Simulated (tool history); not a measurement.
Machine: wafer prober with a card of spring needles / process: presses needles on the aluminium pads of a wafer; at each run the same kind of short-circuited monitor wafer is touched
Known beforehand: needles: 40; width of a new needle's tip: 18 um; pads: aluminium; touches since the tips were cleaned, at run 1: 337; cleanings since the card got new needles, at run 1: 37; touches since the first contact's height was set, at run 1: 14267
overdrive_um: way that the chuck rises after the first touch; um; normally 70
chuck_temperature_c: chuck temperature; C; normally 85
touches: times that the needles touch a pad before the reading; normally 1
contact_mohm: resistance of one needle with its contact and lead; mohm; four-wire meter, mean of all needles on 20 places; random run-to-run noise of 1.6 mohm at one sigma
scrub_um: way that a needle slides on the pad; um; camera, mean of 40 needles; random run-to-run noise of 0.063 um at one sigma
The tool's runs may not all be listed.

run	hour	overdrive_um	chuck_temperature_c	touches	touches since the tips were cleaned	cleanings since the card got new needles	touches since the first contact's height was set	contact_mohm	scrub_um
1	0.0	70	85	1	337	37	14267	168	18.98
2	5.9	86	85	1	2560	37	16490	206	23.38
# hour 8.6: tips cleaned on abrasive film
3	15.7	75	85	1	2662	38	20138	218	20.32
# hour 18.0: tips cleaned on abrasive film
4	26.1	75	85	1	3061	39	24058	227	20.35
# hour 28.2: tips cleaned on abrasive film
5	37.1	70	85	1	3377	40	28171	252	18.94
# hour 37.8: tips cleaned on abrasive film
6	43.3	70	42	1	2061	41	30435	213	18.91
# hour 47.2: tips cleaned on abrasive film
7	49.4	70	85	1	838	42	32725	183	18.89
8	56.4	70	85	1	3482	42	35369	246	18.77
# hour 57.6: tips cleaned on abrasive film
9	66.8	70	44	1	3463	43	39236	250	18.76
# hour 67.5: tips cleaned on abrasive film
10	71.8	70	44	1	1611	44	41097	207	18.86
# hour 77.6: tips cleaned on abrasive film
11	80.0	70	44	1	908	45	44151	184	18.86
# hour 87.4: tips cleaned on abrasive film
12	89.9	70	44	1	954	46	47865	190	18.88
13	95.8	70	44	1	3165	46	50076	249	18.80
# hour 97.3: tips cleaned on abrasive film
14	103.8	70	85	1	2447	47	53045	231	18.66
# hour 107.0: tips cleaned on abrasive film
15	108.7	70	85	1	630	48	54859	183	18.78
# hour 116.4: tips cleaned on abrasive film
16	116.9	70	85	1	219	49	57937	164	18.84
17	123.5	70	85	1	2693	49	60411	239	18.65
# hour 126.4: tips cleaned on abrasive film
18	128.4	57	96	2	769	50	62230	188	15.22
# hour 136.0: tips cleaned on abrasive film
19	136.0	67	36	1	0	51	65060	152	17.90
# hour 145.5: tips cleaned on abrasive film
20	145.5	80	40	1	0	52	68605	144	21.52
21	151.1	53	100	2	2115	52	70720	228	14.12
# hour 155.4: tips cleaned on abrasive film
22	162.5	70	26	1	2657	53	74962	238	18.73
# hour 165.4: tips cleaned on abrasive film
23	169.4	73	74	2	1530	54	77560	179	19.58
# hour 175.3: tips cleaned on abrasive film
24	180.7	62	74	2	2045	55	81775	209	16.53
# hour 185.3: tips cleaned on abrasive film
25	186.4	52	25	1	408	56	83872	199	13.76
26	194.0	54	41	1	3275	56	86739	324	14.27
# hour 194.9: tips cleaned on abrasive film
27	204.1	54	41	1	3480	57	90524	323	14.36
# hour 205.3: tips cleaned on abrasive film
28	214.3	67	44	1	3393	58	94323	266	17.79
# hour 215.0: tips cleaned on abrasive film
29	221.9	55	125	1	2597	59	97175	293	14.50
# hour 225.4: tips cleaned on abrasive film
30	232.4	55	125	1	2625	60	101076	299	14.54
# hour 235.1: tips cleaned on abrasive film
31	238.1	70	85	2	1113	61	103190	180	18.55
# hour 244.9: tips cleaned on abrasive film
32	244.9	71	85	2	0	62	105727	155	18.80
# hour 254.9: tips cleaned on abrasive film
33	254.9	89	32	1	0	63	109478	143	23.66

How would selected steps in contact_mohm from run to run divide? Give the signed amount a tool lacking its hidden state would still show from settings, what came in and random variation, and the signed amount left for the hidden state, including any gauge scatter that is not in both of the compared results.
The hidden state here: debris on the tips, nm; way that the needles fall short of the set height, um; tips' diameter, um; drift of the gauge itself on contact_mohm, %; drift of the gauge itself on scrub_um, %.
Run 16 -> 17: no setting touched and nothing written in the log between the runs. contact_mohm +75 mohm: hidden state +74, all else +1.
Run 20 -> 21: overdrive_um 80 -> 53, chuck_temperature_c 40 -> 100, touches 1 -> 2. contact_mohm +84 mohm: hidden state +69, all else +15.
Run 25 -> 26: overdrive_um 52 -> 54, chuck_temperature_c 25 -> 41. contact_mohm +125 mohm: hidden state +127, all else -2.
Run 30 -> 31: overdrive_um 55 -> 70, chuck_temperature_c 125 -> 85, touches 1 -> 2, tips cleaned on abrasive film. contact_mohm -119 mohm: hidden state -105, all else -14.
